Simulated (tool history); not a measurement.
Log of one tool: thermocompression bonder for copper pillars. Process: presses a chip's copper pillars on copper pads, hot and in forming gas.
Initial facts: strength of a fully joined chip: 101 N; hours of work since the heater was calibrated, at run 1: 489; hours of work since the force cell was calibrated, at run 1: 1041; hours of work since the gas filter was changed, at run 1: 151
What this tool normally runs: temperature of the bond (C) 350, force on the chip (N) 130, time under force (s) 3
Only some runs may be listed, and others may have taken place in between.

| run | hour | temperature of the bond (C) | force on the chip (N) | time under force (s) | hours of work since the heater was calibrated | hours of work since the force cell was calibrated | hours of work since the gas filter was changed | force that shears a chip off (N) |
|---|---|---|---|---|---|---|---|---|
| 1 | 0 | 350 | 130 | 3 | 489 | 1041 | 151 | 51 |
| 2 | 48.4 | 350 | 130 | 3 | 527 | 1079 | 189 | 50.8 |
|  | 61.1 | heater calibrated with a thermocouple chip |
| 3 | 85.5 | 350 | 130 | 3 | 19 | 1107 | 217 | 51.6 |
|  | 107.3 | forming gas filter changed |
| 4 | 122 | 350 | 130 | 3 | 48 | 1136 | 12 | 52.8 |
| 5 | 144.3 | 350 | 130 | 3 | 66 | 1154 | 29 | 53.4 |
| 6 | 172.1 | 353 | 130 | 3 | 88 | 1176 | 51 | 53.2 |
| 7 | 209.3 | 353 | 130 | 3 | 117 | 1205 | 81 | 53.5 |
| 8 | 247.4 | 353 | 96 | 3 | 147 | 1235 | 111 | 40.5 |
| 9 | 280.9 | 353 | 96 | 3 | 174 | 1262 | 138 | 40.2 |
| 10 | 322.2 | 350 | 79 | 3 | 207 | 1295 | 170 | 32.5 |
| 11 | 366.2 | 350 | 79 | 3 | 242 | 1330 | 205 | 32.1 |
| 12 | 393.1 | 350 | 79 | 3 | 263 | 1351 | 227 | 32.2 |
|  | 404 | forming gas filter changed |
| 13 | 427.5 | 350 | 79 | 3 | 290 | 1378 | 19 | 32.5 |
| 14 | 449.4 | 350 | 79 | 3 | 307 | 1395 | 36 | 33.3 |
| 15 | 488.9 | 350 | 79 | 3 | 339 | 1427 | 67 | 32.4 |
| 16 | 520.3 | 350 | 79 | 3 | 364 | 1452 | 92 | 33.1 |
| 17 | 559.9 | 350 | 130 | 3 | 395 | 1483 | 124 | 51.1 |
| 18 | 602.3 | 350 | 130 | 3 | 429 | 1517 | 157 | 50.4 |
| 19 | 647 | 350 | 130 | 3 | 464 | 1552 | 193 | 50.3 |
| 20 | 690.5 | 350 | 130 | 4 | 499 | 1587 | 227 | 55.2 |
|  | 698.4 | forming gas filter changed |
| 21 | 725.9 | 332 | 129 | 4 | 526 | 1614 | 22 | 49.7 |
|  | 741 | heater calibrated with a thermocouple chip |
| 22 | 755.9 | 321 | 78 | 2 | 12 | 1636 | 44 | 21 |
|  | 798.7 | force cell calibrated |
| 23 | 804.7 | 350 | 146 | 2 | 49 | 5 | 82 | 52.5 |
| 24 | 829.7 | 343 | 135 | 6 | 69 | 25 | 101 | 66.5 |
| 25 | 872 | 350 | 153 | 2 | 103 | 58 | 135 | 54 |
| 26 | 904.5 | 350 | 153 | 2 | 129 | 84 | 161 | 53.7 |
| 27 | 939.7 | 332 | 90 | 2 | 156 | 112 | 189 | 28.5 |
| 28 | 962.9 | 334 | 105 | 2 | 175 | 130 | 207 | 33.4 |
| 29 | 988 | 376 | 136 | 2 | 195 | 150 | 227 | 56.7 |
|  | 997.3 | forming gas filter changed |
| 30 | 1022.7 | 350 | 130 | 7 | 222 | 177 | 20 | 69.4 |
| 31 | 1070.3 | 352 | 101 | 7 | 260 | 215 | 58 | 58.2 |
| 32 | 1105.1 | 347 | 140 | 3 | 287 | 243 | 86 | 55.6 |
| 33 | 1142.4 | 350 | 170 | 2 | 317 | 272 | 115 | 57.7 |
| 34 | 1181.3 | 335 | 99 | 3 | 348 | 303 | 146 | 37.3 |
| 35 | 1220.4 | 376 | 163 | 2 | 379 | 334 | 177 | 63.7 |
| 36 | 1265 | 376 | 163 | 2 | 414 | 370 | 212 | 63.6 |
|  | 1292.6 | forming gas filter changed |
| 37 | 1292.6 | 369 | 130 | 6 | 436 | 391 | 0 | 73.3 |
| 38 | 1320 | 323 | 113 | 5 | 457 | 413 | 22 | 47.1 |
| 39 | 1345.4 | 350 | 143 | 5 | 478 | 433 | 42 | 67 |

Forecast each of these 3 alternatives for the next run:
| A | 1389.9 | 358 | 186 | 4 | 513 | 468 | 77 | ? |
| B | 1389.9 | 350 | 92 | 3 | 513 | 468 | 77 | ? |
| C | 1389.9 | 365 | 143 | 5 | 513 | 468 | 77 | ? |

| run | force that shears a chip off (N) |
|---|---|
| A | 76.6 |
| B | 38.8 |
| C | 71.6 |
With the hidden condition removed and each run's random variation left untouched, the same runs would have given:
| run | force that shears a chip off (N) |
|---|---|
| A | 79.4 |
| B | 41 |
| C | 74.4 |
